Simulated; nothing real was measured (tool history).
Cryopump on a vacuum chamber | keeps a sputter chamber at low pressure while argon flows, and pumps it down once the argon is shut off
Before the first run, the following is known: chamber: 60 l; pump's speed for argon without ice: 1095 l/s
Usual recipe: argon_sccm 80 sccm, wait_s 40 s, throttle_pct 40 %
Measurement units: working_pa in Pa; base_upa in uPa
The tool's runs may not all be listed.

Run 1, day 0: usual settings. Result: working_pa 0.3267 Pa, base_upa 1.82 uPa.
Run 2, day 0.75: usual settings. Result: working_pa 0.3297 Pa, base_upa 1.77 uPa.
Run 3, day 1.554: usual settings. Result: working_pa 0.3303 Pa, base_upa 1.81 uPa.
Run 4, day 2.617: usual settings. Result: working_pa 0.3291 Pa, base_upa 1.82 uPa.
Run 5, day 3.296: usual settings. Result: working_pa 0.3295 Pa, base_upa 1.84 uPa.
Run 6, day 4.704: usual settings but argon_sccm 58 sccm. Result: working_pa 0.2408 Pa, base_upa 1.83 uPa.
Run 7, day 5.492: usual settings but throttle_pct 16 %. Result: working_pa 0.7953 Pa, base_upa 1.87 uPa.
Run 8, day 6.892: usual settings but throttle_pct 16 %. Result: working_pa 0.7961 Pa, base_upa 1.9 uPa.
Run 9, day 8.062: usual settings. Result: working_pa 0.3322 Pa, base_upa 1.88 uPa.
Run 10, day 8.896: usual settings. Result: working_pa 0.3347 Pa, base_upa 1.92 uPa.
Run 11, day 9.558: usual settings. Result: working_pa 0.335 Pa, base_upa 1.93 uPa.
Run 12, day 10.804: usual settings. Result: working_pa 0.3331 Pa, base_upa 1.94 uPa.
At day 11.3: pump warmed up, emptied and cooled again.
Run 13, day 12.204: usual settings. Result: working_pa 0.3102 Pa, base_upa 1.86 uPa.
Run 14, day 12.85: usual settings. Result: working_pa 0.3102 Pa, base_upa 1.91 uPa.
Run 15, day 13.933: usual settings but throttle_pct 19 %. Result: working_pa 0.654 Pa, base_upa 1.83 uPa.
Run 16, day 14.704: usual settings but throttle_pct 19 %. Result: working_pa 0.6503 Pa, base_upa 1.81 uPa.
Run 17, day 15.883: usual settings but throttle_pct 19 %. Result: working_pa 0.6525 Pa, base_upa 1.9 uPa.
Run 18, day 16.867: usual settings but throttle_pct 19 %. Result: working_pa 0.6526 Pa, base_upa 1.89 uPa.
Run 19, day 18.108: usual settings but throttle_pct 58 %. Result: working_pa 0.2181 Pa, base_upa 1.91 uPa.
Run 20, day 18.738: usual settings but wait_s 27 s. Result: working_pa 0.3129 Pa, base_upa 2.48 uPa.
Run 21, day 19.754: usual settings but wait_s 27 s. Result: working_pa 0.3104 Pa, base_upa 2.46 uPa.
Run 22, day 20.483: usual settings but wait_s 56 s, throttle_pct 20 %. Result: working_pa 0.6248 Pa, base_upa 1.55 uPa.
Run 23, day 21.625: usual settings but wait_s 220 s, throttle_pct 23 %. Result: working_pa 0.5448 Pa, base_upa 0.87 uPa.
Run 24, day 22.9: usual settings but wait_s 220 s, throttle_pct 44 %. Result: working_pa 0.2885 Pa, base_upa 0.88 uPa.
Run 25, day 24.254: usual settings but wait_s 220 s, throttle_pct 44 %. Result: working_pa 0.2867 Pa, base_upa 0.89 uPa.
Run 26, day 25.367: usual settings but argon_sccm 64 sccm, wait_s 220 s, throttle_pct 44 %. Result: working_pa 0.2301 Pa, base_upa 0.93 uPa.
Run 27, day 26.679: usual settings but argon_sccm 43 sccm, wait_s 220 s, throttle_pct 36 %. Result: working_pa 0.188 Pa, base_upa 0.89 uPa.
Run 28, day 27.983: usual settings but argon_sccm 53 sccm, wait_s 91 s, throttle_pct 23 %. Result: working_pa 0.3592 Pa, base_upa 1.31 uPa.
Run 29, day 29.238: usual settings but wait_s 49 s, throttle_pct 29 %. Result: working_pa 0.4365 Pa, base_upa 1.75 uPa.
Run 30, day 30.479: usual settings but argon_sccm 57 sccm, wait_s 90 s, throttle_pct 15 %. Result: working_pa 0.5936 Pa, base_upa 1.29 uPa.
Run 31, day 31.092: usual settings but argon_sccm 57 sccm, wait_s 90 s, throttle_pct 15 %. Result: working_pa 0.5952 Pa, base_upa 1.33 uPa.
Run 32, day 32.329: usual settings but throttle_pct 30 %. Result: working_pa 0.4231 Pa, base_upa 2.04 uPa.
Run 33, day 33.308: usual settings but throttle_pct 30 %. Result: working_pa 0.423 Pa, base_upa 2 uPa.
Run 34, day 34.496: usual settings but argon_sccm 42 sccm, wait_s 33 s, throttle_pct 16 %. Result: working_pa 0.4111 Pa, base_upa 2.34 uPa.

Here are 4 independent what-if runs from the current tool condition. What would each one return?
Run A, day 35.504: usual settings but argon_sccm 156 sccm, wait_s 284 s, throttle_pct 18 %. Result: working_pa ?, base_upa ?.
Run B, day 35.504: usual settings but wait_s 209 s, throttle_pct 24 %. Result: working_pa ?, base_upa ?.
Run C, day 35.504: usual settings but wait_s 22 s. Result: working_pa ?, base_upa ?.
Run D, day 35.504: usual settings but argon_sccm 60 sccm, wait_s 33 s, throttle_pct 26 %. Result: working_pa ?, base_upa ?.

run  working_pa  base_upa
  A      1.3586      0.96
  B      0.5251      1.01
  C      0.3191      3.06
  D      0.3657      2.38
What these runs would have given with no unlogged condition in the tool:
run  working_pa  base_upa
  A       1.337      0.43
  B       0.514       0.5
  C      0.3081      2.55
  D      0.3574      1.84
